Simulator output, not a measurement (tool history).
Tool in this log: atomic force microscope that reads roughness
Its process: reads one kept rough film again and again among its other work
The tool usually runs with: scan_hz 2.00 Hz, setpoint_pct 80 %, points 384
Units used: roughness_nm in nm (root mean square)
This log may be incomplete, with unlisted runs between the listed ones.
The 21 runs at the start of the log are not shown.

run 22 day=5.529 | scan_hz=2.00 setpoint_pct=80 points=479 | roughness_nm=3.004
run 23 day=5.883 | scan_hz=2.00 setpoint_pct=80 points=573 | roughness_nm=3.016
run 24 day=6.100 | scan_hz=2.00 setpoint_pct=62 points=384 | roughness_nm=3.405
run 25 day=6.467 | scan_hz=2.00 setpoint_pct=80 points=983 | roughness_nm=3.005
run 26 day=6.779 | scan_hz=2.00 setpoint_pct=80 points=983 | roughness_nm=3.005
run 27 day=6.992 | scan_hz=2.02 setpoint_pct=80 points=384 | roughness_nm=2.996
run 28 day=7.258 | scan_hz=2.68 setpoint_pct=80 points=523 | roughness_nm=2.848
run 29 day=7.621 | scan_hz=2.68 setpoint_pct=80 points=523 | roughness_nm=2.836
run 30 day=7.808 | scan_hz=2.68 setpoint_pct=57 points=513 | roughness_nm=3.414
run 31 day=8.021 | scan_hz=1.85 setpoint_pct=79 points=966 | roughness_nm=3.096
run 32 day=8.233 | scan_hz=2.00 setpoint_pct=67 points=364 | roughness_nm=3.328
run 33 day=8.408 | scan_hz=0.62 setpoint_pct=80 points=441 | roughness_nm=3.453
run 34 day=8.592 | scan_hz=2.87 setpoint_pct=80 points=424 | roughness_nm=2.773
run 35 day=8.800 | scan_hz=2.87 setpoint_pct=80 points=424 | roughness_nm=2.751
run 36 day=9.088 | scan_hz=2.87 setpoint_pct=80 points=424 | roughness_nm=2.787
run 37 day=9.325 | scan_hz=2.87 setpoint_pct=80 points=424 | roughness_nm=2.800
run 38 day=9.638 | scan_hz=2.87 setpoint_pct=80 points=424 | roughness_nm=2.787
run 39 day=9.858 | scan_hz=2.87 setpoint_pct=80 points=424 | roughness_nm=2.787
run 40 day=10.175 | scan_hz=0.67 setpoint_pct=64 points=566 | roughness_nm=3.578
-- day=10.375 new tip fitted
run 41 day=10.508 | scan_hz=2.00 setpoint_pct=67 points=331 | roughness_nm=3.320

The next listed run, before its measurement:
run 42 day=10.808 | scan_hz=3.57 setpoint_pct=72 points=468 | roughness_nm=?

For run 42 the tool returned roughness_nm 2.916 nm (root mean square).
Without the tool's hidden state the same run would have given roughness_nm 2.916 nm (root mean square).
